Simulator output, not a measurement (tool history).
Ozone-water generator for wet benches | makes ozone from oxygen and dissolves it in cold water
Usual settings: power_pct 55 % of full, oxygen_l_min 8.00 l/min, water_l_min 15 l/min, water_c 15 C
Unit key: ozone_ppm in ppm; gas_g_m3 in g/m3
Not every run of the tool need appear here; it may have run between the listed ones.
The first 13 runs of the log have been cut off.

Run 14, hour 419.3: usual settings. Result: ozone_ppm 29.3 ppm, gas_g_m3 165.9 g/m3.
Run 15, hour 447.8: usual settings. Result: ozone_ppm 29.6 ppm, gas_g_m3 163.6 g/m3.
At hour 451.2: water thermometer calibrated.
Run 16, hour 476.7: usual settings. Result: ozone_ppm 29.1 ppm, gas_g_m3 165.6 g/m3.
Run 17, hour 498.4: usual settings. Result: ozone_ppm 29.0 ppm, gas_g_m3 166.0 g/m3.
Run 18, hour 533.2: usual settings. Result: ozone_ppm 29.6 ppm, gas_g_m3 163.5 g/m3.
Run 19, hour 566.6: usual settings but power_pct 44 % of full, oxygen_l_min 6.37 l/min, water_l_min 24 l/min, water_c 9 C. Result: ozone_ppm 21.0 ppm, gas_g_m3 163.9 g/m3.
Run 20, hour 591.4: usual settings but power_pct 41 % of full, oxygen_l_min 13.59 l/min. Result: ozone_ppm 23.9 ppm, gas_g_m3 113.4 g/m3.
Run 21, hour 624.5: usual settings but power_pct 64 % of full, oxygen_l_min 8.82 l/min, water_l_min 9 l/min, water_c 8 C. Result: ozone_ppm 45.6 ppm, gas_g_m3 171.2 g/m3.
Run 22, hour 645.0: usual settings but power_pct 83 % of full, oxygen_l_min 5.58 l/min, water_c 21 C. Result: ozone_ppm 32.4 ppm, gas_g_m3 239.7 g/m3.
Run 23, hour 672.6: usual settings but power_pct 40 % of full, water_l_min 19 l/min, water_c 17 C. Result: ozone_ppm 21.0 ppm, gas_g_m3 138.9 g/m3.
At hour 683.9: water thermometer calibrated, once more.
Run 24, hour 706.8: usual settings but power_pct 40 % of full, water_l_min 19 l/min, water_c 17 C. Result: ozone_ppm 21.3 ppm, gas_g_m3 138.7 g/m3.
Run 25, hour 736.3: usual settings but power_pct 41 % of full, oxygen_l_min 7.89 l/min, water_l_min 11 l/min, water_c 17 C. Result: ozone_ppm 27.7 ppm, gas_g_m3 142.4 g/m3.
Run 26, hour 755.1: usual settings but power_pct 41 % of full, oxygen_l_min 7.89 l/min, water_l_min 22 l/min, water_c 10 C. Result: ozone_ppm 21.9 ppm, gas_g_m3 143.2 g/m3.
Run 27, hour 777.1: usual settings but power_pct 41 % of full, oxygen_l_min 7.89 l/min, water_l_min 22 l/min, water_c 13 C. Result: ozone_ppm 20.8 ppm, gas_g_m3 141.9 g/m3.
Run 28, hour 819.9: usual settings but power_pct 53 % of full, water_c 22 C. Result: ozone_ppm 24.6 ppm, gas_g_m3 163.3 g/m3.
Run 29, hour 842.7: usual settings but power_pct 73 % of full, oxygen_l_min 11.30 l/min, water_l_min 21 l/min, water_c 11 C. Result: ozone_ppm 30.0 ppm, gas_g_m3 161.7 g/m3.
Run 30, hour 860.6: usual settings but power_pct 79 % of full, oxygen_l_min 11.30 l/min, water_c 11 C. Result: ozone_ppm 37.3 ppm, gas_g_m3 170.0 g/m3.
Run 31, hour 881.7: usual settings but power_pct 66 % of full, oxygen_l_min 10.35 l/min, water_l_min 10 l/min, water_c 16 C. Result: ozone_ppm 35.9 ppm, gas_g_m3 160.0 g/m3.
Run 32, hour 906.1: usual settings but power_pct 62 % of full, oxygen_l_min 13.30 l/min, water_c 10 C. Result: ozone_ppm 32.9 ppm, gas_g_m3 139.1 g/m3.
Run 33, hour 949.3: usual settings but oxygen_l_min 4.61 l/min, water_l_min 19 l/min, water_c 18 C. Result: ozone_ppm 23.3 ppm, gas_g_m3 209.1 g/m3.

4 ways to go on from here, each from the tool as it stands after run 33. What would each give?
Run A, hour 984.8: usual settings but oxygen_l_min 5.32 l/min, water_l_min 11 l/min, water_c 8 C. Result: ozone_ppm ?, gas_g_m3 ?.
Run B, hour 984.8: usual settings but water_l_min 10 l/min, water_c 18 C. Result: ozone_ppm ?, gas_g_m3 ?.
Run C, hour 984.8: usual settings but water_c 8 C. Result: ozone_ppm ?, gas_g_m3 ?.
Run D, hour 984.8: usual settings but power_pct 95 % of full, oxygen_l_min 5.26 l/min. Result: ozone_ppm ?, gas_g_m3 ?.

run  ozone_ppm  gas_g_m3
  A       38.7     197.7
  B       32.5     163.3
  C       33.4     165.2
  D       38.4     261.1
What these runs would have given with no unlogged condition in the tool:
run  ozone_ppm  gas_g_m3
  A       40.3     203.7
  B       33.8     168.3
  C       34.9     170.2
  D       40.5     271.6
